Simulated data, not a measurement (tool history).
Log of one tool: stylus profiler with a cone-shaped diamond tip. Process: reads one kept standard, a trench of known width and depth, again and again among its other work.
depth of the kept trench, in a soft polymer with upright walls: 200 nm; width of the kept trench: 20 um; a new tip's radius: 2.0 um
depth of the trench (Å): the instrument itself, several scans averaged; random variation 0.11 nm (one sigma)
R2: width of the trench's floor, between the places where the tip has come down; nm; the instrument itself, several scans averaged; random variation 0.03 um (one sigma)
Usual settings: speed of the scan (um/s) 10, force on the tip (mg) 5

Run 1, hour 0: usual settings. Result: depth of the trench (Å) 2066, R2 17850 nm.
Run 2, hour 120.7: usual settings. Result: depth of the trench (Å) 2065.5, R2 17820 nm.
Run 3, hour 202.6: usual settings. Result: depth of the trench (Å) 2065.6, R2 17820 nm.
Run 4, hour 279.9: usual settings. Result: depth of the trench (Å) 2064.5, R2 17880 nm.
At hour 287.3: height scale calibrated on a step standard.
Run 5, hour 339: usual settings. Result: depth of the trench (Å) 2074.9, R2 17830 nm.
Run 6, hour 431.3: usual settings but speed of the scan (um/s) 4, force on the tip (mg) 4.75. Result: depth of the trench (Å) 2072.8, R2 17830 nm.
Run 7, hour 552.3: usual settings but speed of the scan (um/s) 6, force on the tip (mg) 4.44. Result: depth of the trench (Å) 2071.4, R2 17800 nm.
Run 8, hour 631.9: usual settings but speed of the scan (um/s) 6, force on the tip (mg) 4.44. Result: depth of the trench (Å) 2071.9, R2 17790 nm.
Run 9, hour 742.3: usual settings but speed of the scan (um/s) 6, force on the tip (mg) 4.44. Result: depth of the trench (Å) 2071.1, R2 17770 nm.
Run 10, hour 796.9: usual settings but speed of the scan (um/s) 33, force on the tip (mg) 5.28. Result: depth of the trench (Å) 2077.4, R2 17690 nm.

Forecast each of these 3 alternatives for the next run:
At hour 874.2: height scale calibrated on a step standard, once more.
Run A, hour 899.4: usual settings but speed of the scan (um/s) 5, force on the tip (mg) 2.72. Result: depth of the trench (Å) ?, R2 ?.
At hour 874.2: height scale calibrated on a step standard, once more.
Run B, hour 899.4: usual settings but force on the tip (mg) 3.35. Result: depth of the trench (Å) ?, R2 ?.
At hour 874.2: height scale calibrated on a step standard, once more.
Run C, hour 899.4: usual settings but speed of the scan (um/s) 5, force on the tip (mg) 5.28. Result: depth of the trench (Å) ?, R2 ?.

run  depth of the trench (Å)     R2
  A                   2035.1  17770
  B                     2041  17690
  C                   2054.1  17740
Without the tool's hidden state the same runs would have given:
run  depth of the trench (Å)     R2
  A                   2034.5  18230
  B                   2040.4  18160
  C                   2053.5  18210
